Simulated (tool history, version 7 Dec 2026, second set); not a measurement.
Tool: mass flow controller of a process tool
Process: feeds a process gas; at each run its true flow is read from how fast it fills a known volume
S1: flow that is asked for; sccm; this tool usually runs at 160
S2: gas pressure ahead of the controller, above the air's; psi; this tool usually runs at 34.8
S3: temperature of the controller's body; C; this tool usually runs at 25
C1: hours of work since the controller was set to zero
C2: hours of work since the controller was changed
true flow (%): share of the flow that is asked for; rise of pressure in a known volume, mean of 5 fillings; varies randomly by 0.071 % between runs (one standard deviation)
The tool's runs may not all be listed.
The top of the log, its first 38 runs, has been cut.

Run 39, day 336.067: usual settings but S1 106 sccm, S2 26.3 psi, S3 36 C; C1 3426; C2 8905. Result: true flow (%) 96.62.
Run 40, day 343.896: usual settings but S1 106 sccm, S2 26.3 psi, S3 36 C; C1 3538; C2 9017. Result: true flow (%) 96.60.
Run 41, day 350.512: usual settings but S1 178 sccm, S2 28.4 psi, S3 36 C; C1 3633; C2 9112. Result: true flow (%) 97.89.
Run 42, day 357.225: usual settings but S2 29.2 psi, S3 38 C; C1 3730; C2 9209. Result: true flow (%) 97.58.
Run 43, day 363.633: usual settings but S2 22.0 psi, S3 30 C; C1 3822; C2 9301. Result: true flow (%) 97.30.
Run 44, day 376.262: usual settings but S1 50 sccm, S2 22.0 psi, S3 21 C; C1 4003; C2 9482. Result: true flow (%) 94.44.
Run 45, day 384.246: usual settings but S2 22.3 psi; C1 4117; C2 9596. Result: true flow (%) 97.08.
Run 46, day 394.508: usual settings but S2 22.3 psi; C1 4265; C2 9744. Result: true flow (%) 97.05.
Run 47, day 404.762: usual settings but S1 52 sccm, S2 27.8 psi, S3 21 C; C1 4412; C2 9891. Result: true flow (%) 94.55.
Run 48, day 411.150: usual settings but S3 32 C; C1 4503; C2 9982. Result: true flow (%) 97.33.

Here are 4 independent what-if runs from the current tool condition. What would each one return?
At day 419.912: controller exchanged for a calibrated one.
Run A, day 421.479: usual settings but S1 128 sccm, S2 33.2 psi, S3 22 C; C1 22; C2 22. Result: true flow (%) ?.
At day 419.912: controller exchanged for a calibrated one.
Run B, day 421.479: usual settings but S2 24.5 psi, S3 36 C; C1 22; C2 22. Result: true flow (%) ?.
At day 419.912: controller exchanged for a calibrated one.
Run C, day 421.479: usual settings but S1 27 sccm, S3 32 C; C1 22; C2 22. Result: true flow (%) ?.
At day 419.912: controller exchanged for a calibrated one.
Run D, day 421.479: usual settings but S1 83 sccm, S2 25.1 psi, S3 22 C; C1 22; C2 22. Result: true flow (%) ?.

run  true flow (%)
  A          98.80
  B          99.31
  C          97.60
  D          98.04
Stripped of hidden state, with their random variation kept, the same runs would have yielded:
run  true flow (%)
  A          99.06
  B          99.56
  C          98.00
  D          98.32
